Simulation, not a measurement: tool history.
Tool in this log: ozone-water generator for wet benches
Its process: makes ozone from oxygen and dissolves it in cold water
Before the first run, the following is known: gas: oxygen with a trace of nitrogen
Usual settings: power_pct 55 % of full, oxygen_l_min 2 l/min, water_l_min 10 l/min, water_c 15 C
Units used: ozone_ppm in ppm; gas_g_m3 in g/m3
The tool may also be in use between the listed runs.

run	day	power_pct	oxygen_l_min	water_l_min	water_c	ozone_ppm	gas_g_m3
1	0	55	2	10	15	17.2	178.9
2	1.658	55	2	10	15	17.1	177.6
3	4.188	55	2	10	22	15.4	177.7
4	5.521	55	2	10	22	15.6	177.4
5	7.746	55	2	10	22	15.6	176.9
6	9.417	55	2	10	22	15.5	177.9
7	10.825	55	2	10	22	15.4	176.8
8	12.712	55	3.49	10	15	16	123.7
9	14.833	55	2	10	15	16.9	176.4
10	17.812	55	2	10	15	16.8	178
11	20.479	55	2	10	15	16.9	174.1
12	23.304	55	2	10	15	16.9	175.8
13	25.354	55	2	10	15	16.9	173.9
14	27.796	55	2	10	15	16.7	175.9
15	30.646	62	2	10	15	17.4	185.5
16	32.662	62	2	10	15	17.2	186.2
17	35.538	62	2	10	15	17.2	185.9
18	36.842	55	2	13	15	13	174.8
19	39.088	55	2.12	7	15	21.7	168.9
20	40.842	55	1.06	12	8	13.7	261
21	42.933	72	1.58	12	21	14.8	233.4
22	44.358	46	1.13	12	13	12.2	231.6
23	45.725	46	1.13	12	13	12.3	230.8
24	48.342	46	1.13	12	13	12.1	230.8
25	50.483	85	1.82	13	13	15.8	229.2
26	52.533	93	3.24	8	10	25.7	163.2
27	54.708	93	3.24	8	10	25.5	163.7
28	57.688	93	3.24	8	8	26.3	163.8
29	60.562	55	2.72	10	15	15.7	142.7
30	61.829	77	2.26	15	20	12.3	188
31	64.225	55	2	7	8	23.5	172.7
32	65.808	55	2	7	8	23.3	173.5

4 ways to go on from here, each from the tool as it stands after run 32. What would each give?
A	68.8	55	2	7	17	?	?
B	68.8	85	2	7	8	?	?
C	68.8	56	2	7	8	?	?
D	68.8	67	2	7	15	?	?

run	ozone_ppm	gas_g_m3
A	20.5	173
B	28.4	214
C	23.6	175
D	23.3	191.2
The same runs, with their run-to-run variation unchanged, on a tool lacking any hidden condition would have given:
run	ozone_ppm	gas_g_m3
A	23	182.7
B	32.3	229
C	26.5	184.9
D	26.2	203.1
